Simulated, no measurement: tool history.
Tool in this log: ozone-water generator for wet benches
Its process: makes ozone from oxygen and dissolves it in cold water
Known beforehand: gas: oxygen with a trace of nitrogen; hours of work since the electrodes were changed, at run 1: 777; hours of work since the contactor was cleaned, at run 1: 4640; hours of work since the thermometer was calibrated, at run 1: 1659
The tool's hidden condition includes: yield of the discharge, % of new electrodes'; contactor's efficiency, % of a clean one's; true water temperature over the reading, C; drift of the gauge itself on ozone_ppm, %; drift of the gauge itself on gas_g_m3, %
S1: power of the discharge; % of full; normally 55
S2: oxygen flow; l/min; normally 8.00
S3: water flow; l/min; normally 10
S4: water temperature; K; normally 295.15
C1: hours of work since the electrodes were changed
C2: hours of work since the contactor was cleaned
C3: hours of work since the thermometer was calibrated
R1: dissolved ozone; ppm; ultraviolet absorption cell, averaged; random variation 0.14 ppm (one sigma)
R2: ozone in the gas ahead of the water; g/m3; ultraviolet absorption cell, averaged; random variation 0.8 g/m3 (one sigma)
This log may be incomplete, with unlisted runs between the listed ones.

Run 1, day 0.000: usual settings; C1 777; C2 4640; C3 1659. Result: R1 15.6 ppm, R2 121.9 g/m3.
Run 2, day 1.350: usual settings but S4 298.15 K; C1 804; C2 4667; C3 1686. Result: R1 14.5 ppm, R2 121.7 g/m3.
Run 3, day 4.154: usual settings but S4 298.15 K; C1 861; C2 4724; C3 1743. Result: R1 14.2 ppm, R2 121.2 g/m3.
Run 4, day 6.042: usual settings; C1 900; C2 4763; C3 1782. Result: R1 15.3 ppm, R2 121.2 g/m3.
Run 5, day 7.454: usual settings; C1 928; C2 4791; C3 1810. Result: R1 15.2 ppm, R2 121.6 g/m3.
Run 6, day 9.312: usual settings; C1 966; C2 4829; C3 1848. Result: R1 15.4 ppm, R2 120.5 g/m3.
Run 7, day 10.658: usual settings but S4 293.15 K; C1 993; C2 4856; C3 1875. Result: R1 16.0 ppm, R2 120.8 g/m3.
Run 8, day 13.029: usual settings but S3 8 l/min; C1 1042; C2 4905; C3 1923. Result: R1 17.9 ppm, R2 121.3 g/m3.
At day 13.379: contactor cleaned.
Run 9, day 16.196: usual settings but S3 8 l/min; C1 1103; C2 57; C3 1984. Result: R1 17.3 ppm, R2 121.3 g/m3.
Run 10, day 17.954: usual settings but S2 5.24 l/min, S3 8 l/min, S4 300.15 K; C1 1138; C2 93; C3 2020. Result: R1 17.5 ppm, R2 150.8 g/m3.
At day 19.388: contactor cleaned, once more.
Run 11, day 19.388: usual settings but S2 5.24 l/min, S3 8 l/min, S4 300.15 K; C1 1164; C2 0; C3 2046. Result: R1 18.3 ppm, R2 151.3 g/m3.
Run 12, day 22.067: usual settings but S2 5.24 l/min, S3 8 l/min, S4 300.15 K; C1 1219; C2 54; C3 2100. Result: R1 18.6 ppm, R2 151.0 g/m3.
Run 13, day 24.608: usual settings but S2 5.24 l/min, S4 300.15 K; C1 1270; C2 106; C3 2152. Result: R1 15.9 ppm, R2 151.0 g/m3.
Run 14, day 26.717: usual settings but S1 56 % of full, S3 8 l/min, S4 294.15 K; C1 1313; C2 149; C3 2195. Result: R1 19.2 ppm, R2 123.1 g/m3.
Run 15, day 28.850: usual settings but S3 6 l/min, S4 290.15 K; C1 1357; C2 192; C3 2238. Result: R1 24.5 ppm, R2 120.6 g/m3.

What if the next run were any one of these 3? Each begins from the tool's condition after run 15:
Run A, day 30.283: usual settings but S1 53 % of full, S2 13.08 l/min, S3 6 l/min, S4 290.15 K; C1 1386; C2 221; C3 2267. Result: R1 ?, R2 ?.
Run B, day 30.283: usual settings but S1 43 % of full, S3 9 l/min, S4 291.15 K; C1 1386; C2 221; C3 2267. Result: R1 ?, R2 ?.
Run C, day 30.283: usual settings but S1 95 % of full, S3 9 l/min, S4 300.15 K; C1 1386; C2 221; C3 2267. Result: R1 ?, R2 ?.

run    R1     R2
  A  19.7   90.0
  B  15.2   98.7
  C  23.2  184.0
Stripped of hidden state, with their random variation kept, the same runs would have yielded:
run    R1     R2
  A  20.5   93.0
  B  15.7  101.2
  C  24.6  194.0
